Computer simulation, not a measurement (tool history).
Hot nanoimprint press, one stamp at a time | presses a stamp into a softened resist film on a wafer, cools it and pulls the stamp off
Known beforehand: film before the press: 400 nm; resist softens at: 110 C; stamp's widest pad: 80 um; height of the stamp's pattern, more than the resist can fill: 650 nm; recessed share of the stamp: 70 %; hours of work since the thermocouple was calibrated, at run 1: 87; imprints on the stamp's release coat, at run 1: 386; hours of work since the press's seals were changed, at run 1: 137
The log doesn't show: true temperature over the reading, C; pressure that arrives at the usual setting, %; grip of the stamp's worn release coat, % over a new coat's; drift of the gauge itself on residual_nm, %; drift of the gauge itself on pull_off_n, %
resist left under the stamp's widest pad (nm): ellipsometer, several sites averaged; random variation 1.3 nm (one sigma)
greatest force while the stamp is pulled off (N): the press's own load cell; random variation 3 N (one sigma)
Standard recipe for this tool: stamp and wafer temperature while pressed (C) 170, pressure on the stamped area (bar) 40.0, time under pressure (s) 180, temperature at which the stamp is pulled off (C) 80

run	hour	stamp and wafer temperature while pressed (C)	pressure on the stamped area (bar)	time under pressure (s)	temperature at which the stamp is pulled off (C)	hours of work since the thermocouple was calibrated	imprints on the stamp's release coat	hours of work since the press's seals were changed	resist left under the stamp's widest pad (nm)	greatest force while the stamp is pulled off (N)
1	0.0	170	40.0	180	80	87	386	137	214.8	203
2	29.7	170	40.0	145	80	109	482	159	230.2	206
3	66.6	170	40.0	145	80	136	601	186	232.6	218
4	102.0	170	40.0	145	80	162	715	212	233.7	213
5	144.1	178	40.0	145	80	193	851	243	173.4	225
# hour 160.9: stamp cleaned and given a new release coat
6	177.4	178	40.0	145	80	213	53	263	174.5	197
7	208.7	170	40.0	343	80	236	154	286	181.5	199
8	239.6	170	40.0	180	80	258	253	308	222.0	199
9	283.6	170	40.0	180	80	290	395	340	224.0	209
10	317.1	170	40.0	180	74	315	504	365	226.6	246
11	366.8	170	40.0	223	74	351	664	401	212.7	255
12	400.9	170	43.0	223	74	376	774	426	207.2	271
# hour 440.6: stamp cleaned and given a new release coat
13	440.6	170	24.9	180	80	401	0	451	283.5	195
# hour 447.4: plate thermocouple calibrated
14	495.7	176	40.0	180	83	35	169	489	189.0	193
15	530.2	176	40.0	180	83	60	280	514	189.0	198
16	561.6	176	40.0	180	83	83	381	537	191.2	210
17	608.3	176	24.8	180	67	118	532	571	243.0	308
18	647.9	169	55.0	180	80	147	660	600	219.2	231
19	682.4	169	55.0	180	80	172	771	625	220.5	238
# hour 723.0: stamp cleaned and given a new release coat
# hour 739.1: plate thermocouple calibrated, once more
20	747.7	170	41.5	296	72	6	71	666	181.5	237
21	800.1	162	24.1	328	80	45	240	705	304.8	196
22	831.4	165	40.8	125	66	67	341	728	285.5	293
23	877.3	165	40.8	125	66	101	489	761	287.9	286
24	929.4	165	40.8	125	66	139	657	799	291.3	297
# hour 949.1: press's hydraulic seals changed and the load cell set to zero
25	961.4	158	40.0	217	80	157	734	9	315.0	222

Forecast each of these 5 alternatives for the next run:
A	989.6	168	40.0	217	80	177	825	30	?	?
B	989.6	182	40.0	189	80	177	825	30	?	?
C	989.6	179	42.6	180	71	177	825	30	?	?
D	989.6	160	60.7	180	66	177	825	30	?	?
E	989.6	158	54.7	217	71	177	825	30	?	?

run	resist left under the stamp's widest pad (nm)	greatest force while the stamp is pulled off (N)
A	223.6	224
B	138.5	226
C	150.9	284
D	265.7	314
E	285.5	284
Take away the tool's hidden state, keep each run's random variation, and the runs would have read:
run	resist left under the stamp's widest pad (nm)	greatest force while the stamp is pulled off (N)
A	215.1	184
B	133.6	186
C	145.4	235
D	255.6	261
E	275.3	235

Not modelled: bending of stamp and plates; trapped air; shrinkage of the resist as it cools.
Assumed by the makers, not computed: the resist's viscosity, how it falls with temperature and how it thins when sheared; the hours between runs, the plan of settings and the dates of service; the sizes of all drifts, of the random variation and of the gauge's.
